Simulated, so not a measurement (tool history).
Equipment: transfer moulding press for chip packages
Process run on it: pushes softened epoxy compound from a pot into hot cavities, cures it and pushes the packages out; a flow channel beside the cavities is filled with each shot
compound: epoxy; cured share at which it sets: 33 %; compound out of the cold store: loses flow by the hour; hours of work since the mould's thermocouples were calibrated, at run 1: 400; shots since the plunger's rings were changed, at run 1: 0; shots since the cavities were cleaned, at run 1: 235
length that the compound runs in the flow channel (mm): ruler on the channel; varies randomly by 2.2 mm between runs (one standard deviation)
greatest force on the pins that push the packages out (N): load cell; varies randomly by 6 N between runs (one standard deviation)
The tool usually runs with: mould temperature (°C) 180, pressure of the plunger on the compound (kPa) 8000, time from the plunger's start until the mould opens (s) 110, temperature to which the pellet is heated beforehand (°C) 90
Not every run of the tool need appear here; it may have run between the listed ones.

run,hour,mould temperature (°C),pressure of the plunger on the compound (kPa),time from the plunger's start until the mould opens (s),temperature to which the pellet is heated beforehand (°C),hours of work since the mould's thermocouples were calibrated,shots since the plunger's rings were changed,shots since the cavities were cleaned,incoming compound's hours out of the cold store,length that the compound runs in the flow channel (mm),greatest force on the pins that push the packages out (N)
1,0,180,8000,110,90,400,0,235,19.8,778,292
# hour 20.5: cavities cleaned with cleaning compound and waxed
2,41.6,180,8000,110,90,429,499,262,21.6,767,307
# hour 61: cavities cleaned with cleaning compound and waxed
3,86.2,180,8000,137,90,460,1035,313,10.6,794,278
# hour 101: cavities cleaned with cleaning compound and waxed
4,133.4,180,8000,110,81,494,1603,403,31.2,728,344
# hour 141.7: mould's thermocouples calibrated
# hour 143.2: cavities cleaned with cleaning compound and waxed
5,166.5,180,8000,110,89,17,1971,289,24.6,737,290
# hour 183: cavities cleaned with cleaning compound and waxed
6,206.5,180,8000,110,89,45,2450,293,13.1,760,302
# hour 225: cavities cleaned with cleaning compound and waxed
7,251.8,180,8000,110,97,77,2995,333,21.6,732,319
# hour 264.8: cavities cleaned with cleaning compound and waxed
8,275.2,180,8000,110,97,93,3266,128,42.5,675,260
9,301.4,180,8000,110,97,112,3592,454,31.1,701,344
# hour 306.7: cavities cleaned with cleaning compound and waxed
# hour 335.1: plunger's sealing rings changed
# hour 349.3: cavities cleaned with cleaning compound and waxed
10,349.7,180,8000,110,97,143,163,5,16.1,782,227
# hour 390.8: cavities cleaned with cleaning compound and waxed
11,390.8,180,8000,110,90,172,655,0,10.4,795,216
12,412.9,180,8000,110,90,188,929,274,41.4,706,305
# hour 431.1: cavities cleaned with cleaning compound and waxed
13,437.5,178,8000,110,90,205,1217,80,14.3,780,284
14,462,180,9350,110,87,222,1521,384,19.8,817,329
# hour 471.2: cavities cleaned with cleaning compound and waxed
15,485.9,180,9350,110,87,239,1800,183,31.7,776,281
# hour 512.9: cavities cleaned with cleaning compound and waxed
16,524.2,187,6290,100,82,265,2258,141,24.1,636,254
# hour 553.6: cavities cleaned with cleaning compound and waxed
17,572.6,187,6290,100,82,300,2840,236,24.7,631,274
# hour 595.8: cavities cleaned with cleaning compound and waxed
18,608.8,187,6290,93,82,325,3273,163,45.5,581,265
# hour 638.1: cavities cleaned with cleaning compound and waxed
19,650.2,172,7230,110,90,354,3768,150,23.3,709,431
# hour 666.3: plunger's sealing rings changed
# hour 682.2: cavities cleaned with cleaning compound and waxed
20,682.2,174,8000,116,90,374,179,0,29.1,770,275
# hour 726.1: cavities cleaned with cleaning compound and waxed
21,730.2,182,8000,116,94,408,758,52,25.9,747,232
# hour 765.9: cavities cleaned with cleaning compound and waxed
22,780.3,182,6570,116,89,443,1362,180,33.6,653,268
# hour 806.1: cavities cleaned with cleaning compound and waxed
23,823.1,182,6570,116,89,473,1875,211,11.8,699,291
# hour 850.2: cavities cleaned with cleaning compound and waxed
24,852.7,182,6570,116,89,494,2224,31,16.5,685,220
# hour 861.3: mould's thermocouples calibrated
25,887.9,180,8000,110,84,19,2637,444,47.7,673,323
# hour 894: cavities cleaned with cleaning compound and waxed
26,925.6,180,6420,118,84,46,3087,392,27.1,647,313

Branching from run 26: 3 alternative next runs. What would each branch give?
# hour 935.2: cavities cleaned with cleaning compound and waxed
A,967.5,180,8000,118,90,75,3589,401,25.6,?,?
# hour 935.2: cavities cleaned with cleaning compound and waxed
B,967.5,174,8980,110,96,75,3589,401,21.3,?,?
# hour 935.2: cavities cleaned with cleaning compound and waxed
C,967.5,187,6420,118,95,75,3589,401,34.9,?,?

run,length that the compound runs in the flow channel (mm),greatest force on the pins that push the packages out (N)
A,716,303
B,787,417
C,607,305
With no hidden state in the tool, these same runs would have given:
run,length that the compound runs in the flow channel (mm),greatest force on the pins that push the packages out (N)
A,760,203
B,834,282
C,643,205
